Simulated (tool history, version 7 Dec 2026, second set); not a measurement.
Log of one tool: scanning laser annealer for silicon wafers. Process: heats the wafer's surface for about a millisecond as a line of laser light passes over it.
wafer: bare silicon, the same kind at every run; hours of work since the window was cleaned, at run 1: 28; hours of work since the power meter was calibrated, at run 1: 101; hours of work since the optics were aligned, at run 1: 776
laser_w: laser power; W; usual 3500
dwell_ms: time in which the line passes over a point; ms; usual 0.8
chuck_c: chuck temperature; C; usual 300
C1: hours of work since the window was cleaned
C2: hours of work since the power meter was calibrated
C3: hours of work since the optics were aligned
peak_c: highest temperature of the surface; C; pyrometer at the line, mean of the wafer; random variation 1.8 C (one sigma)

{"run": 1, "hour": 0.0, "laser_w": 3500, "dwell_ms": 0.8, "chuck_c": 300, "C1": 28, "C2": 101, "C3": 776, "peak_c": 1023}
{"run": 2, "hour": 14.2, "laser_w": 3500, "dwell_ms": 0.8, "chuck_c": 300, "C1": 38, "C2": 110, "C3": 786, "peak_c": 1024}
{"run": 3, "hour": 25.1, "laser_w": 3500, "dwell_ms": 0.8, "chuck_c": 300, "C1": 45, "C2": 118, "C3": 793, "peak_c": 1021}
{"run": 4, "hour": 39.9, "laser_w": 3500, "dwell_ms": 0.8, "chuck_c": 300, "C1": 54, "C2": 127, "C3": 803, "peak_c": 1021}
{"run": 5, "hour": 50.8, "laser_w": 3043, "dwell_ms": 0.8, "chuck_c": 300, "C1": 62, "C2": 135, "C3": 810, "peak_c": 924}
{"run": 6, "hour": 63.4, "laser_w": 3500, "dwell_ms": 0.8, "chuck_c": 300, "C1": 70, "C2": 143, "C3": 818, "peak_c": 1020}
{"run": 7, "hour": 74.1, "laser_w": 3500, "dwell_ms": 0.8, "chuck_c": 300, "C1": 77, "C2": 150, "C3": 825, "peak_c": 1021}
{"run": 8, "hour": 81.2, "laser_w": 3500, "dwell_ms": 0.8, "chuck_c": 300, "C1": 82, "C2": 155, "C3": 830, "peak_c": 1017}
{"run": 9, "hour": 95.2, "laser_w": 3500, "dwell_ms": 0.8, "chuck_c": 300, "C1": 91, "C2": 164, "C3": 839, "peak_c": 1021}
{"run": 10, "hour": 103.1, "laser_w": 3562, "dwell_ms": 0.8, "chuck_c": 300, "C1": 96, "C2": 169, "C3": 844, "peak_c": 1027}
{"run": 11, "hour": 110.2, "laser_w": 3500, "dwell_ms": 0.8, "chuck_c": 332, "C1": 101, "C2": 174, "C3": 849, "peak_c": 1048}
{"run": 12, "hour": 117.8, "laser_w": 3500, "dwell_ms": 0.8, "chuck_c": 332, "C1": 106, "C2": 179, "C3": 854, "peak_c": 1046}
{"run": 13, "hour": 130.0, "laser_w": 3826, "dwell_ms": 0.8, "chuck_c": 332, "C1": 114, "C2": 187, "C3": 862, "peak_c": 1111}
{"run": 14, "hour": 144.8, "laser_w": 3826, "dwell_ms": 0.8, "chuck_c": 328, "C1": 124, "C2": 197, "C3": 872, "peak_c": 1106}
{"run": 15, "hour": 152.1, "laser_w": 3826, "dwell_ms": 0.8, "chuck_c": 328, "C1": 128, "C2": 201, "C3": 877, "peak_c": 1104}
{"run": 16, "hour": 165.7, "laser_w": 3809, "dwell_ms": 0.694, "chuck_c": 297, "C1": 137, "C2": 210, "C3": 885, "peak_c": 1024}
{"run": 17, "hour": 175.8, "laser_w": 3809, "dwell_ms": 0.694, "chuck_c": 297, "C1": 144, "C2": 217, "C3": 892, "peak_c": 1021}
{"run": 18, "hour": 185.8, "laser_w": 3500, "dwell_ms": 0.8, "chuck_c": 300, "C1": 151, "C2": 224, "C3": 899, "peak_c": 1009}
{"run": 19, "hour": 199.7, "laser_w": 3280, "dwell_ms": 0.841, "chuck_c": 300, "C1": 160, "C2": 233, "C3": 908, "peak_c": 981}
{"run": 20, "hour": 212.8, "laser_w": 3631, "dwell_ms": 0.565, "chuck_c": 300, "C1": 169, "C2": 241, "C3": 917, "peak_c": 928}
{"run": 21, "hour": 225.1, "laser_w": 3631, "dwell_ms": 0.565, "chuck_c": 300, "C1": 177, "C2": 250, "C3": 925, "peak_c": 928}
{"run": 22, "hour": 239.8, "laser_w": 3500, "dwell_ms": 0.704, "chuck_c": 300, "C1": 186, "C2": 259, "C3": 934, "peak_c": 966}
{"run": 23, "hour": 250.7, "laser_w": 3500, "dwell_ms": 0.704, "chuck_c": 300, "C1": 193, "C2": 266, "C3": 942, "peak_c": 963}
{"run": 24, "hour": 261.4, "laser_w": 3734, "dwell_ms": 0.564, "chuck_c": 325, "C1": 200, "C2": 273, "C3": 949, "peak_c": 967}
{"run": 25, "hour": 270.2, "laser_w": 3433, "dwell_ms": 0.896, "chuck_c": 277, "C1": 206, "C2": 279, "C3": 954, "peak_c": 1002}
{"run": 26, "hour": 278.8, "laser_w": 3389, "dwell_ms": 0.605, "chuck_c": 300, "C1": 212, "C2": 285, "C3": 960, "peak_c": 904}

Forecast each of these 4 alternatives for the next run:
{"run": "A", "hour": 291.9, "laser_w": 3349, "dwell_ms": 0.59, "chuck_c": 297, "C1": 221, "C2": 294, "C3": 969, "peak_c": "?"}
{"run": "B", "hour": 291.9, "laser_w": 3061, "dwell_ms": 0.8, "chuck_c": 300, "C1": 221, "C2": 294, "C3": 969, "peak_c": "?"}
{"run": "C", "hour": 291.9, "laser_w": 3046, "dwell_ms": 0.569, "chuck_c": 280, "C1": 221, "C2": 294, "C3": 969, "peak_c": "?"}
{"run": "D", "hour": 291.9, "laser_w": 3476, "dwell_ms": 0.605, "chuck_c": 286, "C1": 221, "C2": 294, "C3": 969, "peak_c": "?"}

run=A peak_c=887
run=B peak_c=915
run=C peak_c=806
run=D peak_c=905
Without the tool's hidden state the same runs would have given:
run=A peak_c=909
run=B peak_c=938
run=C peak_c=826
run=D peak_c=928
